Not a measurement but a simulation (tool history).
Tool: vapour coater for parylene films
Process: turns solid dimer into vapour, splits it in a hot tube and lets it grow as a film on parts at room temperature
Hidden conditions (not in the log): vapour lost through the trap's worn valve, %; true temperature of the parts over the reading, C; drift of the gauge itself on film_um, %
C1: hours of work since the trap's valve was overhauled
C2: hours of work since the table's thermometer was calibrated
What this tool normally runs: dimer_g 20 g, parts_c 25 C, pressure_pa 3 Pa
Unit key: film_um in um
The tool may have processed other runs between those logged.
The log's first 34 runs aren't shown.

{"run": 35, "day": 27.946, "dimer_g": 21, "parts_c": 19, "pressure_pa": 4.17, "C1": 262, "C2": 901, "film_um": 19.49}
{"run": 36, "day": 28.862, "dimer_g": 17, "parts_c": 19, "pressure_pa": 4.17, "C1": 276, "C2": 915, "film_um": 15.27}
{"run": 37, "day": 29.425, "dimer_g": 11, "parts_c": 26, "pressure_pa": 3.77, "C1": 284, "C2": 924, "film_um": 9.04}
{"run": 38, "day": 30.292, "dimer_g": 11, "parts_c": 26, "pressure_pa": 3.77, "C1": 298, "C2": 937, "film_um": 9.18}
{"run": 39, "day": 31.221, "dimer_g": 11, "parts_c": 26, "pressure_pa": 10.83, "C1": 312, "C2": 951, "film_um": 8.17}
{"run": 40, "day": 31.8, "dimer_g": 14, "parts_c": 25, "pressure_pa": 2.76, "C1": 320, "C2": 960, "film_um": 12.22}
{"run": 41, "day": 32.517, "dimer_g": 13, "parts_c": 25, "pressure_pa": 9.99, "C1": 331, "C2": 970, "film_um": 9.84}
{"run": 42, "day": 33.4, "dimer_g": 20, "parts_c": 29, "pressure_pa": 3, "C1": 344, "C2": 984, "film_um": 16.04}
{"run": 43, "day": 33.975, "dimer_g": 20, "parts_c": 29, "pressure_pa": 2.71, "C1": 353, "C2": 992, "film_um": 16.33}
{"run": 44, "day": 34.725, "dimer_g": 33, "parts_c": 19, "pressure_pa": 2.48, "C1": 364, "C2": 1004, "film_um": 31.53}
{"run": 45, "day": 35.558, "dimer_g": 33, "parts_c": 19, "pressure_pa": 2.48, "C1": 377, "C2": 1016, "film_um": 31.96}
{"run": 46, "day": 36.417, "dimer_g": 32, "parts_c": 29, "pressure_pa": 2.28, "C1": 390, "C2": 1029, "film_um": 26.48}
{"run": 47, "day": 37.079, "dimer_g": 32, "parts_c": 29, "pressure_pa": 2.28, "C1": 400, "C2": 1039, "film_um": 26.52}

3 ways to go on from here, each from the tool as it stands after run 47. What would each give?
{"run": "A", "day": 37.958, "dimer_g": 8, "parts_c": 19, "pressure_pa": 3, "C1": 413, "C2": 1052, "film_um": "?"}
{"run": "B", "day": 37.958, "dimer_g": 9, "parts_c": 29, "pressure_pa": 6.02, "C1": 413, "C2": 1052, "film_um": "?"}
{"run": "C", "day": 37.958, "dimer_g": 8, "parts_c": 25, "pressure_pa": 11, "C1": 413, "C2": 1052, "film_um": "?"}

run=A film_um=7.59
run=B film_um=6.74
run=C film_um=6.03
Without the tool's unlogged condition, the same runs would have read:
run=A film_um=7.62
run=B film_um=6.76
run=C film_um=6.05
